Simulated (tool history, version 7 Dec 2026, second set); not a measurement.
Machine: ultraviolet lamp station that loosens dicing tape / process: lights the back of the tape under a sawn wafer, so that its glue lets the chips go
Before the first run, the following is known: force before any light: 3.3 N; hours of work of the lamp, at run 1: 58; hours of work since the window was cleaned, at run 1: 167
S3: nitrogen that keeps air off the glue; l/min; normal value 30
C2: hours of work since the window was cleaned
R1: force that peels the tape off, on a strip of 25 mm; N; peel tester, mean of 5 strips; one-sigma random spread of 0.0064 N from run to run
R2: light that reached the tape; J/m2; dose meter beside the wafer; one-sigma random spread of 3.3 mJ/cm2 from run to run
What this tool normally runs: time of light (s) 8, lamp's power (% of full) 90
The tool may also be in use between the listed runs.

Run 1, day 0.000: usual settings; hours of work of the lamp 58; C2 167. Result: R1 0.245 N, R2 4860 J/m2.
Run 2, day 0.658: usual settings; hours of work of the lamp 69; C2 178. Result: R1 0.244 N, R2 4930 J/m2.
Run 3, day 1.600: usual settings; hours of work of the lamp 83; C2 193. Result: R1 0.231 N, R2 4870 J/m2.
Run 4, day 2.342: usual settings; hours of work of the lamp 95; C2 205. Result: R1 0.244 N, R2 4820 J/m2.
Run 5, day 3.342: usual settings but time of light (s) 9; hours of work of the lamp 111; C2 220. Result: R1 0.190 N, R2 5390 J/m2.
Run 6, day 4.204: usual settings but time of light (s) 9; hours of work of the lamp 125; C2 234. Result: R1 0.200 N, R2 5290 J/m2.
Run 7, day 4.812: usual settings but lamp's power (% of full) 71; hours of work of the lamp 134; C2 244. Result: R1 0.410 N, R2 3690 J/m2.
Run 8, day 5.317: usual settings but lamp's power (% of full) 71; hours of work of the lamp 142; C2 252. Result: R1 0.437 N, R2 3710 J/m2.
Run 9, day 5.892: usual settings but S3 20 l/min; hours of work of the lamp 152; C2 261. Result: R1 0.315 N, R2 4670 J/m2.
Run 10, day 6.542: usual settings but S3 20 l/min; hours of work of the lamp 162; C2 271. Result: R1 0.323 N, R2 4690 J/m2.
At day 7.392: window cleaned of glue's vapour.
Run 11, day 7.467: usual settings but time of light (s) 7; hours of work of the lamp 176; C2 1. Result: R1 0.387 N, R2 3870 J/m2.
Run 12, day 8.192: usual settings but time of light (s) 7; hours of work of the lamp 188; C2 13. Result: R1 0.402 N, R2 3760 J/m2.
Run 13, day 9.179: usual settings; hours of work of the lamp 203; C2 28. Result: R1 0.314 N, R2 4220 J/m2.
Run 14, day 10.062: usual settings but lamp's power (% of full) 61; hours of work of the lamp 217; C2 42. Result: R1 0.679 N, R2 2860 J/m2.
Run 15, day 10.925: usual settings but lamp's power (% of full) 61; hours of work of the lamp 231; C2 56. Result: R1 0.668 N, R2 2910 J/m2.
At day 11.954: window cleaned of glue's vapour, once more.
Run 16, day 11.954: usual settings but lamp's power (% of full) 61; hours of work of the lamp 247; C2 0. Result: R1 0.521 N, R2 3350 J/m2.
Run 17, day 12.421: usual settings but lamp's power (% of full) 61; hours of work of the lamp 254; C2 7. Result: R1 0.503 N, R2 3260 J/m2.
Run 18, day 13.267: usual settings; hours of work of the lamp 268; C2 21. Result: R1 0.236 N, R2 4890 J/m2.
Run 19, day 14.229: usual settings; hours of work of the lamp 283; C2 36. Result: R1 0.257 N, R2 4790 J/m2.
Run 20, day 15.167: usual settings but S3 46 l/min; hours of work of the lamp 298; C2 51. Result: R1 0.221 N, R2 4700 J/m2.
Run 21, day 15.929: usual settings but S3 46 l/min; hours of work of the lamp 310; C2 63. Result: R1 0.212 N, R2 4760 J/m2.
Run 22, day 16.812: usual settings but lamp's power (% of full) 92; hours of work of the lamp 324; C2 77. Result: R1 0.243 N, R2 4810 J/m2.
Run 23, day 17.438: usual settings but time of light (s) 7, lamp's power (% of full) 61, S3 54 l/min; hours of work of the lamp 334; C2 87. Result: R1 0.611 N, R2 2730 J/m2.
Run 24, day 18.346: usual settings but time of light (s) 9, S3 39 l/min; hours of work of the lamp 349; C2 101. Result: R1 0.194 N, R2 5190 J/m2.
Run 25, day 19.312: usual settings but time of light (s) 9, S3 39 l/min; hours of work of the lamp 364; C2 117. Result: R1 0.189 N, R2 5130 J/m2.
Run 26, day 19.788: usual settings but time of light (s) 9, S3 39 l/min; hours of work of the lamp 371; C2 124. Result: R1 0.187 N, R2 5160 J/m2.
Run 27, day 20.354: usual settings but time of light (s) 9, lamp's power (% of full) 80, S3 22 l/min; hours of work of the lamp 380; C2 133. Result: R1 0.329 N, R2 4530 J/m2.
Run 28, day 21.212: usual settings but time of light (s) 5, lamp's power (% of full) 93, S3 18 l/min; hours of work of the lamp 394; C2 147. Result: R1 0.760 N, R2 2840 J/m2.
Run 29, day 21.712: usual settings but time of light (s) 5, lamp's power (% of full) 93, S3 18 l/min; hours of work of the lamp 402; C2 155. Result: R1 0.732 N, R2 2890 J/m2.
Run 30, day 22.483: usual settings but time of light (s) 5, lamp's power (% of full) 93, S3 18 l/min; hours of work of the lamp 414; C2 167. Result: R1 0.762 N, R2 2850 J/m2.
Run 31, day 22.988: usual settings but time of light (s) 5, lamp's power (% of full) 93, S3 18 l/min; hours of work of the lamp 422; C2 175. Result: R1 0.773 N, R2 2830 J/m2.
Run 32, day 23.692: usual settings but time of light (s) 12, lamp's power (% of full) 81, S3 14 l/min; hours of work of the lamp 433; C2 186. Result: R1 0.231 N, R2 5940 J/m2.
Run 33, day 24.558: usual settings but lamp's power (% of full) 71; hours of work of the lamp 447; C2 200. Result: R1 0.475 N, R2 3470 J/m2.
Run 34, day 25.221: usual settings but lamp's power (% of full) 71; hours of work of the lamp 458; C2 210. Result: R1 0.487 N, R2 3430 J/m2.
Run 35, day 25.692: usual settings but lamp's power (% of full) 71; hours of work of the lamp 465; C2 218. Result: R1 0.484 N, R2 3410 J/m2.
Run 36, day 26.175: usual settings but time of light (s) 13, lamp's power (% of full) 60; hours of work of the lamp 473; C2 226. Result: R1 0.267 N, R2 4690 J/m2.
Run 37, day 26.621: usual settings but lamp's power (% of full) 97; hours of work of the lamp 480; C2 233. Result: R1 0.263 N, R2 4640 J/m2.
Run 38, day 27.654: usual settings but time of light (s) 14, lamp's power (% of full) 77, S3 34 l/min; hours of work of the lamp 496; C2 249. Result: R1 0.120 N, R2 6340 J/m2.
Run 39, day 28.158: usual settings but time of light (s) 14, lamp's power (% of full) 77, S3 34 l/min; hours of work of the lamp 504; C2 257. Result: R1 0.131 N, R2 6350 J/m2.
Run 40, day 28.821: usual settings but time of light (s) 14, lamp's power (% of full) 77, S3 34 l/min; hours of work of the lamp 515; C2 268. Result: R1 0.141 N, R2 6230 J/m2.
Run 41, day 29.562: usual settings but time of light (s) 14, lamp's power (% of full) 77, S3 34 l/min; hours of work of the lamp 526; C2 279. Result: R1 0.132 N, R2 6340 J/m2.
At day 29.858: window cleaned of glue's vapour.
Run 42, day 30.479: usual settings but lamp's power (% of full) 62, S3 28 l/min; hours of work of the lamp 541; C2 10. Result: R1 0.607 N, R2 3050 J/m2.

Had the tool no unlogged condition, and each run kept its random variation, what would the results have been?
Hidden state present: lamp's light, % of a new lamp's; light that the window lets through, % of a clean one's; drift of the gauge itself on peel_n, %; drift of the gauge itself on dose_mj_cm2, %.
run     R1    R2
  1  0.213  5210
  2  0.208  5310
  3  0.190  5290
  4  0.200  5270
  5  0.152  5960
  6  0.159  5890
  7  0.329  4140
  8  0.349  4170
  9  0.240  5280
 10  0.245  5340
 11  0.256  4730
 12  0.261  4640
 13  0.194  5260
 14  0.465  3580
 15  0.449  3660
 16  0.455  3620
 17  0.435  3540
 18  0.192  5350
 19  0.208  5290
 20  0.174  5230
 21  0.163  5340
 22  0.184  5440
 23  0.491  3120
 24  0.144  5970
 25  0.135  5950
 26  0.134  6000
 27  0.236  5300
 28  0.591  3360
 29  0.566  3430
 30  0.584  3410
 31  0.587  3400
 32  0.152  7170
 33  0.325  4210
 34  0.331  4200
 35  0.326  4200
 36  0.168  5800
 37  0.162  5760
 38  0.077  7960
 39  0.085  8020
 40  0.092  7920
 41  0.081  8100
 42  0.454  3620

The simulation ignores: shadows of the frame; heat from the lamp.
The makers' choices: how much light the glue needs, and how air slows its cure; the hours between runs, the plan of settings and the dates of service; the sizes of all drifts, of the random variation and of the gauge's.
